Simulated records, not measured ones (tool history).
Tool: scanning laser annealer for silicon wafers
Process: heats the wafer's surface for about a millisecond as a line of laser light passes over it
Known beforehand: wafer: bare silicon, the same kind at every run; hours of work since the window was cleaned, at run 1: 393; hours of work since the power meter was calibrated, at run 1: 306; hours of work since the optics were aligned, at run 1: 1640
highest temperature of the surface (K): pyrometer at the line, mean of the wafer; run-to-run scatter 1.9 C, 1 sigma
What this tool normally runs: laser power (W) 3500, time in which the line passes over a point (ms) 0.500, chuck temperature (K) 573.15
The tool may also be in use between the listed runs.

| run | hour | laser power (W) | time in which the line passes over a point (ms) | chuck temperature (K) | hours of work since the window was cleaned | hours of work since the power meter was calibrated | hours of work since the optics were aligned | highest temperature of the surface (K) |
|---|---|---|---|---|---|---|---|---|
| 1 | 0.0 | 3500 | 0.500 | 573.15 | 393 | 306 | 1640 | 1397.15 |
| 2 | 10.3 | 3500 | 0.500 | 573.15 | 400 | 313 | 1647 | 1399.15 |
| 3 | 18.1 | 3500 | 0.500 | 573.15 | 406 | 319 | 1653 | 1396.15 |
| 4 | 27.9 | 3471 | 0.500 | 573.15 | 413 | 326 | 1660 | 1387.15 |
| 5 | 36.6 | 3471 | 0.500 | 573.15 | 419 | 333 | 1667 | 1387.15 |
| 6 | 42.9 | 3160 | 0.500 | 573.15 | 424 | 337 | 1671 | 1305.15 |
| 7 | 54.2 | 3500 | 0.529 | 573.15 | 432 | 346 | 1680 | 1423.15 |
| 8 | 64.6 | 3500 | 0.529 | 573.15 | 440 | 353 | 1687 | 1424.15 |
| 9 | 70.3 | 3500 | 0.500 | 573.15 | 444 | 357 | 1691 | 1394.15 |
| 10 | 81.3 | 3500 | 0.500 | 573.15 | 452 | 365 | 1699 | 1396.15 |
| 11 | 91.7 | 3613 | 0.500 | 573.15 | 460 | 373 | 1707 | 1426.15 |
| 12 | 97.3 | 3500 | 0.500 | 573.15 | 464 | 377 | 1711 | 1398.15 |
| 13 | 107.2 | 3500 | 0.417 | 573.15 | 471 | 384 | 1718 | 1312.15 |
| 14 | 118.1 | 3500 | 0.417 | 573.15 | 479 | 392 | 1726 | 1311.15 |
| 15 | 126.4 | 3500 | 0.500 | 573.15 | 485 | 398 | 1732 | 1393.15 |
| 16 | 131.5 | 3500 | 0.576 | 573.15 | 489 | 402 | 1736 | 1465.15 |
| 17 | 142.8 | 3500 | 0.500 | 573.15 | 497 | 410 | 1744 | 1397.15 |
| 18 | 153.5 | 3500 | 0.500 | 573.15 | 505 | 418 | 1752 | 1397.15 |
| 19 | 163.6 | 3500 | 0.505 | 573.15 | 512 | 426 | 1760 | 1399.15 |
| 20 | 172.8 | 3500 | 0.505 | 573.15 | 519 | 432 | 1766 | 1403.15 |
| 21 | 181.0 | 3500 | 0.505 | 573.15 | 525 | 438 | 1772 | 1400.15 |

Forecast run 22:
| 22 | 189.0 | 3500 | 0.505 | 573.15 | 531 | 444 | 1778 | ? |

Run 22 produced highest temperature of the surface (K) 1398.15.
Take away the tool's hidden state, keep the run-to-run variation as it was, and the same run would have given highest temperature of the surface (K) 1399.15.
